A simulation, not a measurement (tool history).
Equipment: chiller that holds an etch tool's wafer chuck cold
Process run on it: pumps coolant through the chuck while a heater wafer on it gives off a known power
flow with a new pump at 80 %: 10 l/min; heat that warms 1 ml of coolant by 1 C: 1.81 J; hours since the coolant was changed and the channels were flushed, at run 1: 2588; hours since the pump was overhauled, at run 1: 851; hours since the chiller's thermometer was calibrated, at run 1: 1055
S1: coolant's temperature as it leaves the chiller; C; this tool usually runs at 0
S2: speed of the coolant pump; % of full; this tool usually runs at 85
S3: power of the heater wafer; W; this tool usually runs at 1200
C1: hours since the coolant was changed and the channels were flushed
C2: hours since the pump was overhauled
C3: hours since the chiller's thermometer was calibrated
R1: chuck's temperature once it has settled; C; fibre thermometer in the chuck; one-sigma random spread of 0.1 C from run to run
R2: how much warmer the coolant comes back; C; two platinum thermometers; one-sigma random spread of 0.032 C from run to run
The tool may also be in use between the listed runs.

run,hour,S1,S2,S3,C1,C2,C3,R1,R2
1,0,0,85,1200,2588,851,1055,15.4,3.8
2,51.2,0,85,1200,2640,902,1106,15.2,3.89
3,123.3,0,85,1200,2712,974,1178,15.5,3.86
4,173.1,0,85,1200,2761,1024,1228,15.6,3.85
5,224.1,0,85,1200,2812,1075,1279,15.6,3.85
6,264.7,0,85,1200,2853,1115,1320,16,3.91
7,300,0,85,1200,2888,1151,1355,15.9,3.92
8,369.2,0,85,1200,2958,1220,1424,16,3.89
9,404.9,0,85,675,2993,1255,1460,9.3,2.21
10,449.8,0,85,675,3038,1300,1505,9.2,2.17
11,482.2,0,85,675,3071,1333,1537,9.5,2.29
12,520.3,0,85,675,3109,1371,1575,9.3,2.21
# hour 578.6: coolant changed, channels flushed
13,584,0,85,675,5,1429,1633,7.8,2.28
14,636.5,0,85,1474,58,1481,1685,16.4,4.88
15,685.1,1,85,1200,107,1530,1734,14.4,3.96
16,758.6,0,85,1124,180,1603,1808,12.8,3.76
17,810.7,-9,69,1124,232,1655,1860,6.1,4.62
18,879.7,2,67,690,301,1724,1929,11.9,2.9
19,919,4,71,664,340,1764,1968,13.2,2.69
20,979.8,-10,84,1200,401,1824,2029,4,4.08
# hour 989.1: coolant pump overhauled
21,1043.3,-10,84,1200,460,54,2087,4.6,4.25
22,1113.3,-10,84,615,530,124,2157,-2.1,2.21
23,1185.5,10,76,953,602,196,2229,22.8,3.77
24,1227.7,10,74,953,644,239,2272,23.2,3.83
25,1289.8,2,85,994,706,301,2334,14.5,3.54
26,1337.6,2,85,994,754,348,2382,14.5,3.51
# hour 1397.4: coolant pump overhauled, once more
27,1403.3,0,75,1200,815,6,2442,15.1,4.31
28,1471.1,0,75,1200,882,74,2510,15.1,4.28
29,1527.5,-4,64,787,939,130,2567,7.6,3.24
30,1598.1,0,85,1314,1009,201,2637,15.1,4.18
31,1631.5,6,85,771,1043,234,2671,15.3,2.44
32,1690.6,-9,85,927,1102,293,2730,2.1,3

Difference, measured minus no-hidden-state, one row per run. Run-to-run variation is common to both terms; the gauge's own scatter need not be:
Hidden state present: heat passed by the chuck's channels, % of clean ones'; flow at a given pump speed, % of a new pump's; coolant's true temperature over the reading, C; drift of the gauge itself on chuck_c, C; drift of the gauge itself on warmer_back_c, C.
run,R1,R2
1,+3.2,+0.12
2,+3.3,+0.13
3,+3.4,+0.13
4,+3.5,+0.14
5,+3.6,+0.15
6,+3.8,+0.16
7,+3.8,+0.18
8,+3.9,+0.18
9,+2.5,+0.11
10,+2.5,+0.11
11,+2.6,+0.11
12,+2.6,+0.12
13,+0.9,+0.12
14,+1.4,+0.28
15,+1.3,+0.24
16,+1.4,+0.24
17,+1.6,+0.3
18,+1.4,+0.2
19,+1.3,+0.19
20,+1.8,+0.3
21,+2.4,+0.45
22,+1.6,+0.24
23,+2.4,+0.42
24,+2.4,+0.45
25,+2.4,+0.41
26,+2.5,+0.42
27,+1.6,+0.02
28,+1.7,+0.04
29,+1.5,+0.03
30,+1.9,+0.06
31,+1.5,+0.04
32,+1.7,+0.06
